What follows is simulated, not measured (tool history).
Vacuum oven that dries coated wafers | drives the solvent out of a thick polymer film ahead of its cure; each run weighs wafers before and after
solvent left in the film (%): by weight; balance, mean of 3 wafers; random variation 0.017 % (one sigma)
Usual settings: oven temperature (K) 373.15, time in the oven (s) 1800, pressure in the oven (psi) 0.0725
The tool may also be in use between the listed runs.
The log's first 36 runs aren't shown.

| run | day | oven temperature (K) | time in the oven (s) | pressure in the oven (psi) | solvent left in the film (%) |
|---|---|---|---|---|---|
| 37 | 60.021 | 378.15 | 1800 | 0.0424 | 2.34 |
| 38 | 61.892 | 376.15 | 1440 | 0.0445 | 3.69 |
| 39 | 63.217 | 373.15 | 1980 | 0.0725 | 3.23 |
| 40 | 64.875 | 373.15 | 1080 | 0.0669 | 5.73 |
| 41 | 66.083 | 373.15 | 1080 | 0.0669 | 5.70 |
| 42 | 67.567 | 373.15 | 2280 | 0.0669 | 2.66 |
| 43 | 68.704 | 373.15 | 1800 | 0.0418 | 3.47 |
| 44 | 69.750 | 373.15 | 1800 | 0.0418 | 3.50 |
| 45 | 72.104 | 373.15 | 3180 | 0.0365 | 1.51 |
| 46 | 73.062 | 373.15 | 1800 | 0.1999 | 3.91 |

Forecast each of these 4 alternatives for the next run:
| A | 74.512 | 377.15 | 960 | 0.1532 | ? |
| B | 74.512 | 363.15 | 1800 | 0.0743 | ? |
| C | 74.512 | 383.15 | 2640 | 0.1365 | ? |
| D | 74.512 | 376.15 | 1800 | 0.0656 | ? |

| run | solvent left in the film (%) |
|---|---|
| A | 5.32 |
| B | 6.22 |
| C | 0.93 |
| D | 2.80 |
Without the tool's hidden state the same runs would have given:
| run | solvent left in the film (%) |
|---|---|
| A | 5.31 |
| B | 6.13 |
| C | 0.78 |
| D | 2.73 |
